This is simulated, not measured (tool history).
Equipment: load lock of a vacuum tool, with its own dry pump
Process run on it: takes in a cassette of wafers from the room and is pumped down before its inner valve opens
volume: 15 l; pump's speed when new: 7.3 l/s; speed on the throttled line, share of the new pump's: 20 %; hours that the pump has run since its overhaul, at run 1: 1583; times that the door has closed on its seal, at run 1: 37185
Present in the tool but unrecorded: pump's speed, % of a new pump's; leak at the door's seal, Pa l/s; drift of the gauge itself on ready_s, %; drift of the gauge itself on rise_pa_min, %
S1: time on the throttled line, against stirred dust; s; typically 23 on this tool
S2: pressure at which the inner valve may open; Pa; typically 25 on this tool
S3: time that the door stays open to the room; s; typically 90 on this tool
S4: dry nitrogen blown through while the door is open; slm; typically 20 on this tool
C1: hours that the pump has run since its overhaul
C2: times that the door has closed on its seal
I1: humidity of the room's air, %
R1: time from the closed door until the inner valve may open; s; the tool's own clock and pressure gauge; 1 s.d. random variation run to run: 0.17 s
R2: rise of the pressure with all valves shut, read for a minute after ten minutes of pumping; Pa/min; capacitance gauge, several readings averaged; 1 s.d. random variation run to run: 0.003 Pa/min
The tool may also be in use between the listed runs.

{"run": 1, "day": 0.0, "S1": 23, "S2": 25, "S3": 90, "S4": 20, "C1": 1583, "C2": 37185, "I1": 44.7, "R1": 35.5, "R2": 0.405}
{"run": 2, "day": 19.371, "S1": 23, "S2": 25, "S3": 90, "S4": 20, "C1": 2048, "C2": 39220, "I1": 47.1, "R1": 35.3, "R2": 0.437}
{"run": 3, "day": 31.983, "S1": 23, "S2": 25, "S3": 90, "S4": 20, "C1": 2351, "C2": 40545, "I1": 45.5, "R1": 35.7, "R2": 0.448}
{"day": 44.733, "done": "door's seal changed, seat wiped"}
{"run": 4, "day": 48.479, "S1": 23, "S2": 25, "S3": 90, "S4": 20, "C1": 2745, "C2": 393, "I1": 42.7, "R1": 35.5, "R2": 0.043}
{"run": 5, "day": 63.8, "S1": 23, "S2": 25, "S3": 25, "S4": 20, "C1": 3113, "C2": 2003, "I1": 43.2, "R1": 35.8, "R2": 0.025}
{"run": 6, "day": 78.612, "S1": 23, "S2": 42, "S3": 90, "S4": 20, "C1": 3468, "C2": 3560, "I1": 44.9, "R1": 34.6, "R2": 0.056}
{"run": 7, "day": 93.292, "S1": 23, "S2": 42, "S3": 90, "S4": 20, "C1": 3820, "C2": 5102, "I1": 47.3, "R1": 35.0, "R2": 0.063}
{"run": 8, "day": 111.608, "S1": 23, "S2": 42, "S3": 90, "S4": 20, "C1": 4260, "C2": 7027, "I1": 43.0, "R1": 34.8, "R2": 0.065}
{"run": 9, "day": 122.262, "S1": 23, "S2": 42, "S3": 90, "S4": 20, "C1": 4516, "C2": 8147, "I1": 44.3, "R1": 34.8, "R2": 0.078}
{"run": 10, "day": 143.288, "S1": 23, "S2": 28, "S3": 90, "S4": 20, "C1": 5020, "C2": 10356, "I1": 47.6, "R1": 36.1, "R2": 0.093}
{"run": 11, "day": 160.75, "S1": 23, "S2": 28, "S3": 90, "S4": 20, "C1": 5439, "C2": 12190, "I1": 44.9, "R1": 36.1, "R2": 0.096}
{"run": 12, "day": 184.754, "S1": 23, "S2": 28, "S3": 118, "S4": 20, "C1": 6016, "C2": 14713, "I1": 47.4, "R1": 36.3, "R2": 0.127}
{"run": 13, "day": 201.179, "S1": 23, "S2": 25, "S3": 90, "S4": 20, "C1": 6410, "C2": 16439, "I1": 46.4, "R1": 36.6, "R2": 0.135}
{"run": 14, "day": 225.429, "S1": 23, "S2": 25, "S3": 90, "S4": 20, "C1": 6992, "C2": 18987, "I1": 42.3, "R1": 36.4, "R2": 0.157}
{"run": 15, "day": 238.654, "S1": 24, "S2": 25, "S3": 90, "S4": 20, "C1": 7309, "C2": 20377, "I1": 41.2, "R1": 37.5, "R2": 0.172}
{"run": 16, "day": 251.542, "S1": 23, "S2": 25, "S3": 90, "S4": 20, "C1": 7618, "C2": 21731, "I1": 42.9, "R1": 37.2, "R2": 0.178}
{"run": 17, "day": 261.654, "S1": 23, "S2": 25, "S3": 90, "S4": 20, "C1": 7861, "C2": 22793, "I1": 44.5, "R1": 36.6, "R2": 0.19}
{"run": 18, "day": 277.662, "S1": 23, "S2": 30, "S3": 90, "S4": 20, "C1": 8245, "C2": 24476, "I1": 46.1, "R1": 36.5, "R2": 0.211}
{"run": 19, "day": 298.617, "S1": 23, "S2": 25, "S3": 90, "S4": 20, "C1": 8748, "C2": 26677, "I1": 44.8, "R1": 37.1, "R2": 0.235}
{"run": 20, "day": 312.292, "S1": 36, "S2": 25, "S3": 76, "S4": 31, "C1": 9076, "C2": 28115, "I1": 45.6, "R1": 47.0, "R2": 0.238}
{"run": 21, "day": 322.425, "S1": 23, "S2": 30, "S3": 50, "S4": 20, "C1": 9320, "C2": 29179, "I1": 45.9, "R1": 36.8, "R2": 0.251}
{"run": 22, "day": 334.725, "S1": 18, "S2": 33, "S3": 44, "S4": 14, "C1": 9615, "C2": 30472, "I1": 46.5, "R1": 33.0, "R2": 0.276}
{"run": 23, "day": 344.883, "S1": 36, "S2": 32, "S3": 129, "S4": 28, "C1": 9859, "C2": 31539, "I1": 44.7, "R1": 46.6, "R2": 0.296}
{"run": 24, "day": 357.125, "S1": 23, "S2": 24, "S3": 90, "S4": 14, "C1": 10152, "C2": 32825, "I1": 44.5, "R1": 37.8, "R2": 0.311}
{"run": 25, "day": 379.729, "S1": 36, "S2": 21, "S3": 228, "S4": 38, "C1": 10695, "C2": 35201, "I1": 45.5, "R1": 47.8, "R2": 0.355}
{"run": 26, "day": 395.383, "S1": 36, "S2": 21, "S3": 228, "S4": 38, "C1": 11071, "C2": 36846, "I1": 46.4, "R1": 48.0, "R2": 0.375}
{"day": 403.117, "done": "dry pump taken out, an overhauled one fitted"}
{"run": 27, "day": 411.254, "S1": 27, "S2": 28, "S3": 98, "S4": 7, "C1": 195, "C2": 38487, "I1": 45.8, "R1": 38.5, "R2": 0.394}
{"run": 28, "day": 432.717, "S1": 23, "S2": 32, "S3": 90, "S4": 17, "C1": 710, "C2": 40742, "I1": 47.3, "R1": 35.0, "R2": 0.431}
{"day": 443.879, "done": "door's seal changed, seat wiped"}
{"run": 29, "day": 454.488, "S1": 27, "S2": 24, "S3": 90, "S4": 17, "C1": 1231, "C2": 1114, "I1": 42.2, "R1": 38.9, "R2": 0.045}
{"run": 30, "day": 475.292, "S1": 16, "S2": 32, "S3": 155, "S4": 17, "C1": 1731, "C2": 3301, "I1": 44.9, "R1": 29.9, "R2": 0.068}
{"run": 31, "day": 485.267, "S1": 16, "S2": 32, "S3": 155, "S4": 17, "C1": 1970, "C2": 4348, "I1": 42.8, "R1": 29.9, "R2": 0.075}
{"run": 32, "day": 498.721, "S1": 14, "S2": 33, "S3": 132, "S4": 10, "C1": 2293, "C2": 5762, "I1": 47.2, "R1": 28.3, "R2": 0.087}
{"run": 33, "day": 512.375, "S1": 23, "S2": 30, "S3": 103, "S4": 20, "C1": 2621, "C2": 7197, "I1": 39.7, "R1": 35.4, "R2": 0.069}
{"run": 34, "day": 524.242, "S1": 30, "S2": 28, "S3": 32, "S4": 20, "C1": 2906, "C2": 8444, "I1": 50.5, "R1": 41.0, "R2": 0.061}
{"run": 35, "day": 538.767, "S1": 23, "S2": 30, "S3": 212, "S4": 20, "C1": 3254, "C2": 9970, "I1": 44.9, "R1": 35.7, "R2": 0.107}
{"run": 36, "day": 557.433, "S1": 23, "S2": 39, "S3": 212, "S4": 5, "C1": 3702, "C2": 11932, "I1": 45.5, "R1": 35.5, "R2": 0.143}
{"run": 37, "day": 568.033, "S1": 29, "S2": 25, "S3": 58, "S4": 20, "C1": 3957, "C2": 13046, "I1": 43.9, "R1": 41.1, "R2": 0.096}
{"run": 38, "day": 591.638, "S1": 15, "S2": 21, "S3": 90, "S4": 31, "C1": 4523, "C2": 15526, "I1": 41.7, "R1": 30.6, "R2": 0.123}

Alternative continuations, all from the tool just after run 38; predict every row:
{"run": "A", "day": 609.238, "S1": 23, "S2": 25, "S3": 90, "S4": 43, "C1": 4945, "C2": 17375, "I1": 44.6, "R1": "?", "R2": "?"}
{"run": "B", "day": 609.238, "S1": 23, "S2": 32, "S3": 163, "S4": 9, "C1": 4945, "C2": 17375, "I1": 43.7, "R1": "?", "R2": "?"}
{"run": "C", "day": 609.238, "S1": 32, "S2": 31, "S3": 28, "S4": 31, "C1": 4945, "C2": 17375, "I1": 49.8, "R1": "?", "R2": "?"}

run=A R1=36.6 R2=0.132
run=B R1=36.1 R2=0.169
run=C R1=43.3 R2=0.125
Without the tool's hidden state the same runs would have given:
run=A R1=35.4 R2=0.033
run=B R1=34.9 R2=0.072
run=C R1=42.3 R2=0.027

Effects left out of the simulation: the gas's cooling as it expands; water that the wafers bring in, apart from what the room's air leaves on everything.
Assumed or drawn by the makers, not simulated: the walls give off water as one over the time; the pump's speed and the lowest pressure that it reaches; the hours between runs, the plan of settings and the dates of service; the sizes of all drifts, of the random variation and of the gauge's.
